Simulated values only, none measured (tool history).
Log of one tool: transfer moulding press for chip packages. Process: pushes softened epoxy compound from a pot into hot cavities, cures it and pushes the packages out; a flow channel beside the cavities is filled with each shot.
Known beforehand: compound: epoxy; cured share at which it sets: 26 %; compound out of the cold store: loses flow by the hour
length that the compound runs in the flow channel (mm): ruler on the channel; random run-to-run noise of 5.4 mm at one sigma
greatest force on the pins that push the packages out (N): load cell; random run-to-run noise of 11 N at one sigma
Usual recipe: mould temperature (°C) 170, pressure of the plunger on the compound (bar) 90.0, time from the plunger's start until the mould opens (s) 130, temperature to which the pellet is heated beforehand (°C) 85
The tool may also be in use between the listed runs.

| run | hour | mould temperature (°C) | pressure of the plunger on the compound (bar) | time from the plunger's start until the mould opens (s) | temperature to which the pellet is heated beforehand (°C) | incoming compound's hours out of the cold store | length that the compound runs in the flow channel (mm) | greatest force on the pins that push the packages out (N) |
|---|---|---|---|---|---|---|---|---|
| 1 | 0.0 | 170 | 90.0 | 130 | 85 | 32.6 | 718 | 494 |
| 2 | 28.1 | 170 | 90.0 | 130 | 85 | 31.9 | 718 | 594 |
| 3 | 86.6 | 171 | 90.0 | 130 | 85 | 32.0 | 700 | 710 |
| 4 | 113.7 | 171 | 90.0 | 130 | 85 | 20.2 | 776 | 781 |
| 5 | 163.5 | 171 | 90.0 | 130 | 85 | 42.5 | 671 | 846 |
| 6 | 228.2 | 171 | 90.0 | 130 | 85 | 38.2 | 678 | 951 |
| 7 | 274.8 | 171 | 90.0 | 130 | 85 | 10.6 | 800 | 1011 |
| 8 | 321.2 | 170 | 90.0 | 115 | 85 | 40.2 | 666 | 643 |
| 9 | 361.6 | 170 | 90.0 | 115 | 85 | 45.3 | 640 | 804 |
| 10 | 419.5 | 170 | 90.0 | 130 | 83 | 28.4 | 701 | 836 |
| 11 | 461.6 | 170 | 90.0 | 130 | 83 | 39.8 | 654 | 906 |
| 12 | 517.8 | 170 | 90.0 | 130 | 83 | 39.6 | 648 | 652 |
| 13 | 578.5 | 170 | 90.0 | 130 | 83 | 37.8 | 652 | 772 |
| 14 | 618.8 | 170 | 90.0 | 130 | 83 | 45.8 | 617 | 835 |
| 15 | 679.6 | 170 | 90.4 | 130 | 94 | 20.5 | 726 | 606 |
| 16 | 715.0 | 174 | 70.2 | 134 | 94 | 31.2 | 582 | 596 |
| 17 | 766.7 | 174 | 70.2 | 134 | 80 | 31.8 | 644 | 716 |
| 18 | 824.4 | 170 | 69.4 | 124 | 85 | 15.0 | 715 | 986 |
| 19 | 871.7 | 170 | 69.4 | 124 | 77 | 8.4 | 752 | 769 |
| 20 | 916.7 | 170 | 90.0 | 130 | 81 | 20.8 | 776 | 792 |
| 21 | 961.3 | 167 | 104.3 | 126 | 85 | 43.9 | 724 | 1034 |
| 22 | 1021.7 | 167 | 104.3 | 126 | 85 | 16.8 | 851 | 773 |
| 23 | 1076.2 | 171 | 82.9 | 119 | 75 | 23.2 | 723 | 839 |
| 24 | 1121.5 | 170 | 98.0 | 120 | 92 | 12.9 | 827 | 987 |
| 25 | 1184.9 | 170 | 87.8 | 116 | 88 | 30.7 | 701 | 651 |
| 26 | 1247.9 | 170 | 87.8 | 116 | 94 | 26.4 | 711 | 872 |
| 27 | 1309.2 | 170 | 96.6 | 139 | 94 | 14.5 | 795 | 818 |

Not shown here: 8 entries made in the log between runs. Locate each between two listed runs and compare the hidden state at the listed run before it with the hidden state at the listed run after it:
Logged between run 5 and run 6: cavities cleaned with cleaning compound and waxed (hour 175.2)
  true mould temperature over the reading, C: -0.4 -> -0.43; pressure that reaches the compound, % of what is set: 93.54 -> 92.16; grip of the stained cavities, % over clean ones': 77.8 -> 103.6
  measured result minus the result with no hidden state, length that the compound runs in the flow channel (mm): -21 -> -27; greatest force on the pins that push the packages out (N): +375 -> +488
Logged between run 7 and run 8: cavities cleaned with cleaning compound and waxed, once more (hour 306.8)
  true mould temperature over the reading, C: -0.46 -> -0.48; pressure that reaches the compound, % of what is set: 91.19 -> 90.15; grip of the stained cavities, % over clean ones': 100.6 -> 13.2
  measured result minus the result with no hidden state, length that the compound runs in the flow channel (mm): -36 -> -34; greatest force on the pins that push the packages out (N): +518 -> +91
Logged between run 11 and run 12: cavities cleaned with cleaning compound and waxed (hour 479.9)
  true mould temperature over the reading, C: -0.54 -> -0.57; pressure that reaches the compound, % of what is set: 87.1 -> 85.93; grip of the stained cavities, % over clean ones': 75.8 -> 31.1
  measured result minus the result with no hidden state, length that the compound runs in the flow channel (mm): -45 -> -49; greatest force on the pins that push the packages out (N): +400 -> +165
Logged between run 14 and run 15: cavities cleaned with cleaning compound and waxed (hour 653.3)
  true mould temperature over the reading, C: -0.62 -> -0.65; pressure that reaches the compound, % of what is set: 83.72 -> 82.4; grip of the stained cavities, % over clean ones': 71.5 -> 22.1
  measured result minus the result with no hidden state, length that the compound runs in the flow channel (mm): -55 -> -72; greatest force on the pins that push the packages out (N): +364 -> +124
Logged between run 16 and run 17: plunger's sealing rings changed (hour 763.8)
  true mould temperature over the reading, C: -0.67 -> -0.69; pressure that reaches the compound, % of what is set: 81.62 -> 99.75; grip of the stained cavities, % over clean ones': 44.5 -> 64.1
  measured result minus the result with no hidden state, length that the compound runs in the flow channel (mm): -61 -> +1; greatest force on the pins that push the packages out (N): +188 -> +285
Logged between run 18 and run 19: cavities cleaned with cleaning compound and waxed (hour 830.5)
  true mould temperature over the reading, C: -0.72 -> -0.75; pressure that reaches the compound, % of what is set: 98.52 -> 97.59; grip of the stained cavities, % over clean ones': 77.4 -> 33.6
  measured result minus the result with no hidden state, length that the compound runs in the flow channel (mm): -3 -> -7; greatest force on the pins that push the packages out (N): +453 -> +219
Logged between run 21 and run 22: cavities cleaned with cleaning compound and waxed (hour 1003.4)
  true mould temperature over the reading, C: -0.79 -> -0.82; pressure that reaches the compound, % of what is set: 95.72 -> 94.49; grip of the stained cavities, % over clean ones': 70 -> 16.6
  measured result minus the result with no hidden state, length that the compound runs in the flow channel (mm): -14 -> -22; greatest force on the pins that push the packages out (N): +453 -> +147
Logged between run 24 and run 25: cavities cleaned with cleaning compound and waxed (hour 1176.8)
  true mould temperature over the reading, C: -0.87 -> -0.9; pressure that reaches the compound, % of what is set: 92.5 -> 91.17; grip of the stained cavities, % over clean ones': 68.1 -> 8.6
  measured result minus the result with no hidden state, length that the compound runs in the flow channel (mm): -29 -> -31; greatest force on the pins that push the packages out (N): +435 -> +84
